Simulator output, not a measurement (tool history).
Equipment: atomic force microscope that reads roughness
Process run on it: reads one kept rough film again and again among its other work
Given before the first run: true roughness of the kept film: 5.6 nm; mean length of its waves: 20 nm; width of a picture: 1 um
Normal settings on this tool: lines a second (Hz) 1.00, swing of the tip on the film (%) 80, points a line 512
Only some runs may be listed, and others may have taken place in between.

run,hour,lines a second (Hz),swing of the tip on the film (%),points a line,roughness of the kept film (nm (root mean square))
1,0.0,1.00,80,512,3.335
2,61.8,1.00,80,512,2.917
3,99.2,1.00,80,512,2.707
4,148.8,1.00,80,512,2.457
# hour 164.9: new tip fitted
5,187.3,0.82,80,512,3.337
6,241.8,0.82,80,512,2.939
# hour 260.7: height scale calibrated on a step standard
7,273.6,0.82,80,512,2.677
8,319.3,0.82,80,512,2.430
# hour 358.7: new tip fitted
9,380.2,0.82,80,512,3.226
10,417.0,0.82,80,512,2.964
11,480.8,0.82,80,512,2.605
12,523.4,0.57,80,512,2.402
# hour 551.4: new tip fitted
13,574.4,1.00,80,512,3.231
14,614.8,1.85,80,512,2.911
15,652.3,1.00,80,656,2.702
16,706.1,1.00,80,656,2.468
# hour 746.4: new tip fitted
17,760.1,1.00,80,656,3.406
18,815.3,1.00,80,512,2.997
19,874.2,1.00,80,512,2.652
20,932.6,1.00,80,512,2.339
# hour 940.0: new tip fitted
21,991.9,1.00,80,512,2.921
22,1036.3,1.00,80,512,2.679
23,1064.3,1.00,80,512,2.509
24,1098.3,2.81,59,710,2.434
25,1129.7,0.62,62,557,2.304
# hour 1134.2: new tip fitted
26,1195.2,0.53,66,557,2.975
27,1240.0,0.52,71,572,2.735
28,1276.1,0.55,74,572,2.540
29,1314.4,0.55,74,572,2.387
# hour 1328.3: new tip fitted
30,1370.5,0.55,76,283,3.107
31,1398.7,0.65,89,363,2.884
32,1449.0,0.64,64,802,2.691
33,1507.0,0.64,64,802,2.397
# hour 1521.4: new tip fitted
34,1556.4,0.64,67,632,3.171
35,1596.2,0.64,67,632,2.892
36,1623.2,1.00,80,353,2.650
37,1660.9,3.34,80,353,2.344
# hour 1712.1: new tip fitted
38,1712.1,1.63,80,512,3.370
39,1748.3,1.25,80,512,3.105
40,1787.5,2.43,80,512,2.765
41,1845.0,2.55,70,805,2.530
42,1891.2,2.55,70,805,2.313
# hour 1905.9: new tip fitted
43,1920.0,1.11,80,795,3.304
44,1960.2,1.11,80,795,3.033
45,2005.6,1.11,80,795,2.721

Each row is a separate what-if for the run after 45, all from the same tool condition, not one after another. Results?
A,2050.7,1.61,84,472,?
B,2050.7,1.11,80,482,?
C,2050.7,0.54,80,577,?
D,2050.7,3.88,73,663,?

run,roughness of the kept film (nm (root mean square))
A,2.432
B,2.469
C,2.525
D,2.376
With no hidden state in the tool, these same runs would have given:
run,roughness of the kept film (nm (root mean square))
A,3.406
B,3.458
C,3.538
D,3.328
